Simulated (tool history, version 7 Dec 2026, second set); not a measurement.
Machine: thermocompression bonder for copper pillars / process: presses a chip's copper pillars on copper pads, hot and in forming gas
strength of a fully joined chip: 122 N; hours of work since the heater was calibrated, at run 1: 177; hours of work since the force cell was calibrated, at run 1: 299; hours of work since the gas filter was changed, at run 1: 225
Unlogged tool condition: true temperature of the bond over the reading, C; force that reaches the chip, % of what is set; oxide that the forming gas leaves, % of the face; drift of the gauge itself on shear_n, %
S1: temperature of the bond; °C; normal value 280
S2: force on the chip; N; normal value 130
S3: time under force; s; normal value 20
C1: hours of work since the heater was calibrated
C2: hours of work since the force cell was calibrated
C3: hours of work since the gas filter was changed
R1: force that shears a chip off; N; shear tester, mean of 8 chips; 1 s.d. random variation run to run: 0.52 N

| run | hour | S1 | S2 | S3 | C1 | C2 | C3 | R1 |
|---|---|---|---|---|---|---|---|---|
| 1 | 0.0 | 280 | 130 | 20 | 177 | 299 | 225 | 47.1 |
| 2 | 37.6 | 280 | 130 | 20 | 194 | 316 | 242 | 48.9 |
| 3 | 70.3 | 280 | 130 | 20 | 209 | 331 | 257 | 49.3 |
| 4 | 90.7 | 280 | 130 | 20 | 218 | 340 | 266 | 48.0 |
| 5 | 125.5 | 280 | 105 | 20 | 234 | 356 | 282 | 42.6 |
| 6 | 156.4 | 280 | 130 | 20 | 247 | 370 | 296 | 47.4 |
| 7 | 194.5 | 280 | 130 | 20 | 265 | 387 | 313 | 47.2 |
| 8 | 212.3 | 280 | 130 | 20 | 273 | 395 | 321 | 47.4 |
| 9 | 235.9 | 280 | 130 | 20 | 283 | 406 | 331 | 47.6 |
| 10 | 268.6 | 280 | 130 | 26 | 298 | 420 | 346 | 53.2 |
| 11 | 304.0 | 280 | 130 | 26 | 314 | 436 | 362 | 53.7 |
| 12 | 327.0 | 280 | 130 | 26 | 324 | 447 | 372 | 53.3 |
| 13 | 343.9 | 280 | 140 | 20 | 332 | 454 | 380 | 49.9 |
| 14 | 378.2 | 280 | 140 | 20 | 347 | 470 | 396 | 49.9 |
|  | 381.6 | force cell calibrated |
| 15 | 415.0 | 280 | 140 | 20 | 363 | 15 | 411 | 49.8 |
| 16 | 432.0 | 280 | 130 | 20 | 371 | 23 | 419 | 48.8 |
| 17 | 466.2 | 280 | 130 | 20 | 386 | 38 | 434 | 48.5 |
| 18 | 484.9 | 280 | 130 | 20 | 395 | 47 | 443 | 48.4 |
|  | 495.8 | force cell calibrated, once more |
| 19 | 521.1 | 280 | 130 | 20 | 410 | 11 | 459 | 48.7 |
| 20 | 541.6 | 280 | 130 | 20 | 420 | 21 | 468 | 47.5 |
| 21 | 567.9 | 280 | 130 | 20 | 431 | 32 | 480 | 48.5 |
|  | 588.1 | forming gas filter changed |
| 22 | 594.1 | 280 | 102 | 11 | 443 | 44 | 3 | 35.5 |
| 23 | 614.9 | 280 | 102 | 11 | 452 | 53 | 12 | 33.4 |
| 24 | 653.0 | 263 | 152 | 20 | 469 | 71 | 29 | 45.3 |
| 25 | 685.8 | 263 | 152 | 20 | 484 | 85 | 44 | 45.7 |
| 26 | 724.4 | 263 | 152 | 20 | 502 | 103 | 61 | 45.6 |
| 27 | 741.5 | 263 | 152 | 20 | 509 | 110 | 69 | 44.9 |
| 28 | 759.4 | 309 | 110 | 27 | 517 | 118 | 77 | 66.9 |
| 29 | 795.4 | 309 | 110 | 27 | 534 | 135 | 93 | 68.1 |
| 30 | 829.4 | 309 | 110 | 27 | 549 | 150 | 109 | 65.9 |
| 31 | 852.1 | 256 | 103 | 20 | 559 | 160 | 119 | 33.0 |
| 32 | 880.1 | 288 | 191 | 25 | 572 | 173 | 131 | 71.0 |
| 33 | 899.9 | 288 | 191 | 25 | 581 | 182 | 140 | 71.0 |
| 34 | 927.0 | 308 | 154 | 22 | 593 | 194 | 153 | 71.9 |
| 35 | 949.6 | 308 | 154 | 22 | 603 | 204 | 163 | 72.4 |
| 36 | 974.4 | 280 | 130 | 48 | 614 | 215 | 174 | 67.3 |
| 37 | 1001.4 | 280 | 130 | 48 | 626 | 227 | 186 | 68.9 |
| 38 | 1035.3 | 280 | 130 | 48 | 642 | 243 | 201 | 68.4 |
| 39 | 1055.5 | 302 | 106 | 18 | 651 | 252 | 210 | 54.2 |
| 40 | 1086.2 | 278 | 130 | 20 | 665 | 266 | 224 | 49.7 |
| 41 | 1112.1 | 278 | 130 | 20 | 676 | 277 | 236 | 48.9 |

What if the next run were any one of these 3? Each begins from the tool's condition after run 41:
| A | 1142.4 | 297 | 98 | 57 | 690 | 291 | 250 | ? |
| B | 1142.4 | 298 | 102 | 20 | 690 | 291 | 250 | ? |
| C | 1142.4 | 293 | 115 | 42 | 690 | 291 | 250 | ? |

| run | R1 |
|---|---|
| A | 71.9 |
| B | 53.3 |
| C | 68.6 |
With the hidden condition removed and each run's random variation left untouched, the same runs would have given:
| run | R1 |
|---|---|
| A | 68.9 |
| B | 50.4 |
| C | 65.5 |
